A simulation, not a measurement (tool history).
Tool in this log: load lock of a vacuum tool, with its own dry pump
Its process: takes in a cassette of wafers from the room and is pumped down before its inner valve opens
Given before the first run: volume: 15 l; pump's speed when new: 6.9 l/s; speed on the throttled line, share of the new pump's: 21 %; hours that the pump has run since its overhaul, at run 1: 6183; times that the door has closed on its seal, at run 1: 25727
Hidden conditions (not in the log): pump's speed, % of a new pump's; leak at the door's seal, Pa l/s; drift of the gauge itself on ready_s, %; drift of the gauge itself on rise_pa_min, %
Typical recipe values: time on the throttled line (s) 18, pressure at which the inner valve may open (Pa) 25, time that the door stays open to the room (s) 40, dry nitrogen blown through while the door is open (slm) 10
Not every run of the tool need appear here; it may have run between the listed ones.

run,hour,time on the throttled line (s),pressure at which the inner valve may open (Pa),time that the door stays open to the room (s),dry nitrogen blown through while the door is open (slm),hours that the pump has run since its overhaul,times that the door has closed on its seal,"incoming humidity of the room's air, %",time from the closed door until the inner valve may open (s),rise of the pressure with all valves shut (Pa/min)
1,0,18,25,40,10,6183,25727,45.1,35,0.347
2,544.2,18,25,40,10,6728,26667,45.5,35.2,0.364
3,1145.6,18,25,40,24,7329,27706,48.1,35.9,0.371
4,1718.9,18,25,40,24,7902,28697,47,36.8,0.388
5,2389.7,18,25,40,24,8573,29856,44.4,36.3,0.401
6,2730.8,18,25,40,10,8914,30446,43.7,36.3,0.424
7,3279.5,18,25,40,10,9463,31394,45.1,36.7,0.447
# hour 3792.2: door's seal changed, seat wiped
8,3846.7,18,25,40,10,10029,94,50.7,36.7,0.077
# hour 4069.1: dry pump taken out, an overhauled one fitted
9,4363.9,18,25,40,10,295,978,46.4,32.1,0.079
10,4873.3,18,25,40,10,804,1858,45.4,33.1,0.077
11,5422,18,25,64,10,1353,2806,47.2,32.7,0.101
12,5893.2,18,25,64,10,1824,3620,48.6,32.6,0.106
13,6609.1,18,46,26,18,2540,4857,43.2,32.4,0.076
14,6909.2,25,26,87,29,2840,5376,43,38.8,0.097
15,7264.3,25,32,87,16,3195,5989,45.5,38.9,0.112
16,7581.7,25,32,87,16,3513,6538,45.4,38.5,0.116
17,7930.2,25,32,87,16,3861,7140,45.5,38.9,0.117
18,8549.3,13,32,70,6,4480,8210,42,29.5,0.13
19,9097.3,15,32,70,6,5028,9157,44.3,32.4,0.14
20,9768,15,32,70,17,5699,10316,45.5,31.6,0.134
21,10212.1,15,32,70,17,6143,11083,48.3,32,0.148
22,10640.3,15,32,70,17,6571,11823,46.3,32.3,0.144

Below, each run's measurement less what the same run would have read without the hidden state. Both values contain the same run-to-run variation, but the gauge's scatter may not be the same in both:
run,time from the closed door until the inner valve may open (s),rise of the pressure with all valves shut (Pa/min)
1,+2.6,+0.278
2,+2.9,+0.296
3,+3.2,+0.308
4,+3.5,+0.326
5,+3.7,+0.345
6,+3.9,+0.355
7,+4.3,+0.373
8,+4.5,+0.001
9,+0.2,+0.003
10,+0.3,+0.007
11,+0.6,+0.012
12,+0.7,+0.016
13,+0.9,+0.022
14,+0.9,+0.024
15,+1,+0.027
16,+1.1,+0.03
17,+1.2,+0.033
18,+1.8,+0.04
19,+2,+0.046
20,+2.2,+0.054
21,+2.5,+0.06
22,+2.7,+0.065
